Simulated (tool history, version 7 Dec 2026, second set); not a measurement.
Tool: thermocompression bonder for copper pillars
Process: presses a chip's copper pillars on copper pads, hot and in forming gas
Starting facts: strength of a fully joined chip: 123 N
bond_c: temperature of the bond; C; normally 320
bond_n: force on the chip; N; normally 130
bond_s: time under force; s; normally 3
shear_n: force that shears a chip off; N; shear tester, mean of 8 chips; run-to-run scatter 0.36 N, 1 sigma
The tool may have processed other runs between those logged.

run	day	bond_c	bond_n	bond_s	shear_n
1	0.000	320	130	3	51.3
2	0.842	320	130	3	51.0
3	1.733	320	130	3	51.7
4	2.775	320	130	3	51.6
5	4.012	320	130	3	51.5
6	5.079	320	130	6	65.5
7	5.775	320	130	6	66.4
8	7.283	320	130	6	65.8
9	7.996	320	130	3	51.4
10	8.721	320	112	3	44.0
11	9.992	320	112	3	44.1
12	11.550	320	130	3	51.6
# day 11.775: forming gas filter changed
13	12.862	320	130	3	53.5
14	13.621	292	130	3	35.7
15	14.996	292	130	3	35.5
16	16.396	320	182	3	73.0
17	17.779	320	182	3	74.1
# day 18.229: heater calibrated with a thermocouple chip
18	18.746	320	83	3	34.3
19	19.883	320	83	3	34.3
20	20.617	320	83	3	35.2
# day 21.925: heater calibrated with a thermocouple chip, once more
21	22.375	320	83	3	27.5
22	23.362	320	83	3	27.3
# day 24.604: forming gas filter changed
23	24.917	320	83	3	28.0
24	25.817	308	95	4	31.3
25	27.075	320	177	3	64.4
26	28.275	313	130	3	42.6
27	29.396	335	130	3	56.8
28	30.454	293	167	4	47.6
29	31.188	319	105	4	42.1
30	32.625	298	175	2	41.0
31	34.125	298	175	3	48.6
32	35.404	326	80	4	34.1
33	36.321	320	125	3	45.8
# day 37.288: forming gas filter changed
34	37.392	320	142	2	46.0
35	38.817	348	119	7	81.6
36	40.012	348	119	7	80.7
37	41.108	350	130	3	70.3
38	42.375	350	83	3	44.3
39	43.108	320	130	2	42.0
40	44.042	320	130	2	41.8
41	45.679	295	84	2	16.8

What if the next run were any one of these 3? Each begins from the tool's condition after run 41:
A	46.546	333	84	2	?
B	46.546	293	80	2	?
C	46.546	314	169	4	?

run	shear_n
A	30.4
B	15.2
C	65.8
With no hidden state in the tool, these same runs would have given:
run	shear_n
A	30.0
B	14.7
C	65.2
